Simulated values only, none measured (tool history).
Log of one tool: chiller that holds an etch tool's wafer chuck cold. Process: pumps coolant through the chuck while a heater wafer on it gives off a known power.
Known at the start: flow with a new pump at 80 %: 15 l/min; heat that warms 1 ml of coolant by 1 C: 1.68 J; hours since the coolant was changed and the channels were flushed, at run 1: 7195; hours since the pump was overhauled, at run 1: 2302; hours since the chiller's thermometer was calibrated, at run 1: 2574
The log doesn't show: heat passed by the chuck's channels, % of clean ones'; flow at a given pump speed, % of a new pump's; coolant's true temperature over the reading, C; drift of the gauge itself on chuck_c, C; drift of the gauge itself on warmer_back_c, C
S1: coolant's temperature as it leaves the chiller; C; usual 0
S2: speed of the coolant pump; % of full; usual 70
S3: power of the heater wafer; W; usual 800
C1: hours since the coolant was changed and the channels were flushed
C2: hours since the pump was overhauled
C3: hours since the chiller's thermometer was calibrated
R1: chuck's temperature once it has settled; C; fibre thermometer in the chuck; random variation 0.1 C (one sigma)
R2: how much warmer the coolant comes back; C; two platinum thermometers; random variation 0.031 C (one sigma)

run 1 hour=0 | S1=0 S2=70 S3=800 | C1=7195 C2=2302 C3=2574 | R1=7 R2=2.27
run 2 hour=135.8 | S1=0 S2=70 S3=800 | C1=7330 C2=2438 C3=2710 | R1=7.2 R2=2.28
run 3 hour=301.8 | S1=0 S2=70 S3=707 | C1=7496 C2=2604 C3=2876 | R1=6.4 R2=2.04
run 4 hour=490.5 | S1=0 S2=70 S3=915 | C1=7685 C2=2793 C3=3065 | R1=8.3 R2=2.68
run 5 hour=636.4 | S1=-5 S2=70 S3=915 | C1=7831 C2=2939 C3=3211 | R1=3.5 R2=2.65
-- hour=745.2 chiller's thermometer calibrated
run 6 hour=788.6 | S1=0 S2=70 S3=800 | C1=7982 C2=3090 C3=43 | R1=7.6 R2=2.32
run 7 hour=885.6 | S1=0 S2=70 S3=926 | C1=8079 C2=3187 C3=140 | R1=8.7 R2=2.63
run 8 hour=1062.4 | S1=0 S2=70 S3=926 | C1=8256 C2=3364 C3=317 | R1=8.9 R2=2.69
run 9 hour=1199.6 | S1=0 S2=70 S3=926 | C1=8393 C2=3501 C3=454 | R1=8.9 R2=2.65
run 10 hour=1365.7 | S1=0 S2=70 S3=800 | C1=8559 C2=3667 C3=621 | R1=7.9 R2=2.28
run 11 hour=1471.8 | S1=0 S2=70 S3=800 | C1=8665 C2=3773 C3=727 | R1=7.7 R2=2.33
-- hour=1591.2 chiller's thermometer calibrated, once more
run 12 hour=1687.9 | S1=0 S2=70 S3=800 | C1=8880 C2=3988 C3=97 | R1=7.4 R2=2.37
run 13 hour=1789 | S1=0 S2=70 S3=800 | C1=8982 C2=4089 C3=198 | R1=7.4 R2=2.3
run 14 hour=1982.8 | S1=0 S2=70 S3=800 | C1=9175 C2=4283 C3=392 | R1=7.5 R2=2.35
-- hour=2025.1 coolant changed, channels flushed
run 15 hour=2204.2 | S1=0 S2=70 S3=800 | C1=179 C2=4498 C3=607 | R1=6.3 R2=2.33
run 16 hour=2404.7 | S1=0 S2=70 S3=800 | C1=380 C2=4699 C3=808 | R1=6.2 R2=2.34
run 17 hour=2594.1 | S1=0 S2=70 S3=800 | C1=569 C2=4888 C3=997 | R1=6.3 R2=2.38
run 18 hour=2789.2 | S1=3 S2=87 S3=803 | C1=764 C2=5083 C3=1192 | R1=8.2 R2=1.88
run 19 hour=2907.3 | S1=0 S2=70 S3=451 | C1=882 C2=5201 C3=1310 | R1=3.7 R2=1.31
run 20 hour=3054.1 | S1=3 S2=72 S3=766 | C1=1029 C2=5348 C3=1457 | R1=9.1 R2=2.19
run 21 hour=3191.5 | S1=0 S2=63 S3=473 | C1=1166 C2=5486 C3=1594 | R1=4.1 R2=1.59
run 22 hour=3282 | S1=-4 S2=63 S3=1038 | C1=1257 C2=5576 C3=1685 | R1=5.1 R2=3.48
run 23 hour=3411.4 | S1=6 S2=77 S3=620 | C1=1386 C2=5706 C3=1814 | R1=10.7 R2=1.69
run 24 hour=3530.4 | S1=6 S2=77 S3=620 | C1=1505 C2=5825 C3=1933 | R1=10.7 R2=1.69
run 25 hour=3683.9 | S1=6 S2=77 S3=620 | C1=1659 C2=5978 C3=2087 | R1=10.8 R2=1.62
run 26 hour=3796.5 | S1=6 S2=77 S3=620 | C1=1771 C2=6091 C3=2199 | R1=10.8 R2=1.67

The next listed run, before its measurement:
run 27 hour=3922.6 | S1=5 S2=85 S3=1051 | C1=1898 C2=6217 C3=2325 | R1=? R2=?

R1: 12.7 C
R2: 2.57 C
Without the tool's hidden state the same run would have given R1 11.9 C, R2 2.37 C.
